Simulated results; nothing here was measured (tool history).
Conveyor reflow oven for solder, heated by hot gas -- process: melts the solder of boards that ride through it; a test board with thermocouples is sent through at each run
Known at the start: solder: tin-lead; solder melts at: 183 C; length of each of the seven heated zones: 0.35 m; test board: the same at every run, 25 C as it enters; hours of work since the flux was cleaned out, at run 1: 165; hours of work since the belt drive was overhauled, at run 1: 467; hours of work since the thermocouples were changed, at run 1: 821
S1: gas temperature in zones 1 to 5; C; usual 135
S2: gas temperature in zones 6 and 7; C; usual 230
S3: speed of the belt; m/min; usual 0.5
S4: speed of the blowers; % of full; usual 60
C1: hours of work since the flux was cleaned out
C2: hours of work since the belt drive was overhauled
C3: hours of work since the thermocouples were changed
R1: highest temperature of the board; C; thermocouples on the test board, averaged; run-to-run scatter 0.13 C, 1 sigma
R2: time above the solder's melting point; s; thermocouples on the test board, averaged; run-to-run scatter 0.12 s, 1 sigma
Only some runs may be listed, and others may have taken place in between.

{"run": 1, "hour": 0.0, "S1": 135, "S2": 230, "S3": 0.5, "S4": 60, "C1": 165, "C2": 467, "C3": 821, "R1": 207.1, "R2": 51}
{"run": 2, "hour": 25.0, "S1": 135, "S2": 230, "S3": 0.5, "S4": 60, "C1": 178, "C2": 479, "C3": 833, "R1": 206.9, "R2": 50.6}
{"run": 3, "hour": 48.7, "S1": 135, "S2": 230, "S3": 0.5, "S4": 60, "C1": 190, "C2": 491, "C3": 845, "R1": 207.2, "R2": 50.3}
{"hour": 55.8, "done": "flux residue cleaned out of gas plates and filters"}
{"run": 4, "hour": 83.3, "S1": 135, "S2": 230, "S3": 0.5, "S4": 61, "C1": 14, "C2": 506, "C3": 860, "R1": 208.2, "R2": 52.4}
{"run": 5, "hour": 108.5, "S1": 135, "S2": 220, "S3": 0.5, "S4": 60, "C1": 27, "C2": 519, "C3": 873, "R1": 200, "R2": 41.3}
{"run": 6, "hour": 129.2, "S1": 141, "S2": 220, "S3": 0.5, "S4": 60, "C1": 37, "C2": 529, "C3": 883, "R1": 201, "R2": 45.4}
{"run": 7, "hour": 152.7, "S1": 135, "S2": 230, "S3": 0.5, "S4": 60, "C1": 49, "C2": 541, "C3": 895, "R1": 207.7, "R2": 51.9}
{"run": 8, "hour": 180.4, "S1": 135, "S2": 230, "S3": 0.5, "S4": 60, "C1": 63, "C2": 555, "C3": 909, "R1": 207.5, "R2": 51.6}
{"run": 9, "hour": 196.7, "S1": 135, "S2": 230, "S3": 0.5, "S4": 60, "C1": 71, "C2": 563, "C3": 917, "R1": 207.6, "R2": 51.4}
{"run": 10, "hour": 213.3, "S1": 135, "S2": 230, "S3": 0.5, "S4": 70, "C1": 79, "C2": 572, "C3": 925, "R1": 210.5, "R2": 55.4}
{"run": 11, "hour": 242.3, "S1": 135, "S2": 230, "S3": 0.5, "S4": 70, "C1": 94, "C2": 586, "C3": 940, "R1": 210.1, "R2": 55.8}
{"run": 12, "hour": 255.2, "S1": 135, "S2": 230, "S3": 0.5, "S4": 74, "C1": 100, "C2": 593, "C3": 946, "R1": 211.3, "R2": 57}
{"run": 13, "hour": 269.1, "S1": 135, "S2": 230, "S3": 0.5, "S4": 74, "C1": 107, "C2": 600, "C3": 953, "R1": 211.4, "R2": 56.8}
{"run": 14, "hour": 300.9, "S1": 135, "S2": 230, "S3": 0.5, "S4": 74, "C1": 123, "C2": 616, "C3": 969, "R1": 211.2, "R2": 56.7}
{"run": 15, "hour": 317.4, "S1": 135, "S2": 230, "S3": 0.5, "S4": 74, "C1": 132, "C2": 624, "C3": 978, "R1": 210.9, "R2": 56.5}

For run 16, what comes out?
{"run": 16, "hour": 335.4, "S1": 135, "S2": 233, "S3": 0.5, "S4": 59, "C1": 141, "C2": 633, "C3": 987, "R1": "?", "R2": "?"}

Run 16 produced R1 209.2 C, R2 53.3 s.
Had the tool carried no hidden state, the very same run would have given R1 211.8 C, R2 55.6 s.
